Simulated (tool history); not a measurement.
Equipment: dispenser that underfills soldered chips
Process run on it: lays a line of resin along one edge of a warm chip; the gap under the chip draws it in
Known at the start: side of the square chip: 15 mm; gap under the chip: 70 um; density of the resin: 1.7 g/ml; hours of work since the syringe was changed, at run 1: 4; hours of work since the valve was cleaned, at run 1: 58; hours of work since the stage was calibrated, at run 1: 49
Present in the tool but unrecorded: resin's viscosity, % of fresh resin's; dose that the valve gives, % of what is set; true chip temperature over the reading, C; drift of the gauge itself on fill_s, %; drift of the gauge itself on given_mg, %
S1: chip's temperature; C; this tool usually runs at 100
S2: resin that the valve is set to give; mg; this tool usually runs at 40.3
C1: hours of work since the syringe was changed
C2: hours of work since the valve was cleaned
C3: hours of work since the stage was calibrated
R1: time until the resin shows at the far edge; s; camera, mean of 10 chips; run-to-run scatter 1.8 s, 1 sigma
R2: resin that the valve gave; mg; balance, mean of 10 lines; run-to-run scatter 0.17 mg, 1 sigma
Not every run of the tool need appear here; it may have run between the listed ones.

run,hour,S1,S2,C1,C2,C3,R1,R2
1,0,100,40.3,4,58,49,231.5,39.61
2,2.6,100,40.3,6,60,51,263.8,39.37
3,5.2,98,40.3,8,62,53,311.5,39.23
# hour 6.1: new syringe of resin
4,8.1,100,45.6,1,64,55,192,44.36
5,12.8,100,40.3,5,67,59,236.7,39.02
# hour 17.5: new syringe of resin
6,17.8,100,40.3,0,71,63,184.3,38.83
7,21.6,100,40.3,3,74,66,215,38.96
8,25.4,100,40.3,6,77,68,254.7,38.87
# hour 28.8: new syringe of resin
9,31,100,40.3,2,81,72,202.9,38.82
10,34.5,100,40.3,4,83,75,233.9,38.72
# hour 40.1: new syringe of resin
11,40.1,104,40.3,0,87,79,158.4,38.94
12,43.1,104,40.3,2,90,82,179.7,38.7
13,46.4,104,40.3,5,92,84,205,38.57
# hour 51.5: new syringe of resin
14,51.5,104,40.3,0,96,88,156.7,38.69
15,57.3,104,40.3,4,100,92,197.6,38.3
16,60.4,100,40.3,7,103,94,266.6,38.1
# hour 62.9: new syringe of resin
17,63.4,96,49.5,0,105,97,216.5,46.79
18,69.2,106,40.4,5,109,101,188.4,38.21
# hour 74.1: new syringe of resin
19,74.8,110,50.3,1,113,105,124,47.67
20,79.4,110,50.3,4,117,109,154.4,47.37
21,84.8,110,50.3,8,121,113,197.6,47.52
# hour 85.5: new syringe of resin
22,88.4,110,50.3,2,123,115,139.3,47.55
23,93.6,108,45.5,6,127,119,191.6,42.94
# hour 96.9: new syringe of resin
24,99.2,108,45.5,2,131,123,149.9,42.39
25,103.3,109,44,5,134,126,169.1,40.88
26,105.8,91,43.3,7,136,128,390.4,40.33
# hour 108.2: new syringe of resin
# hour 109.2: dispensing valve cleaned and set on the balance
27,110,113,47.6,1,1,130,113.7,47.62
28,113.1,95,39.4,3,3,133,273.5,39.41
29,119,115,46.1,7,7,137,155.3,45.78
# hour 120.7: new syringe of resin
30,125.1,107,38.3,3,12,142,169.1,37.97
31,127.8,91,46,5,14,144,356,45.89

Below are 4 alternative next runs, each starting from the tool's condition after run 31. Predict each:
A,130.6,106,44,8,16,146,?,?
B,130.6,107,36.5,8,16,146,?,?
C,130.6,91,34.3,8,16,146,?,?
D,130.6,115,48.2,8,16,146,?,?

run,R1,R2
A,222.1,43.55
B,220,36.33
C,424.4,33.94
D,155.3,48.09
Stripped of hidden state, with their random variation kept, the same runs would have yielded:
run,R1,R2
A,142.8,43.86
B,141.3,36.58
C,272,34.18
D,100.1,48.44

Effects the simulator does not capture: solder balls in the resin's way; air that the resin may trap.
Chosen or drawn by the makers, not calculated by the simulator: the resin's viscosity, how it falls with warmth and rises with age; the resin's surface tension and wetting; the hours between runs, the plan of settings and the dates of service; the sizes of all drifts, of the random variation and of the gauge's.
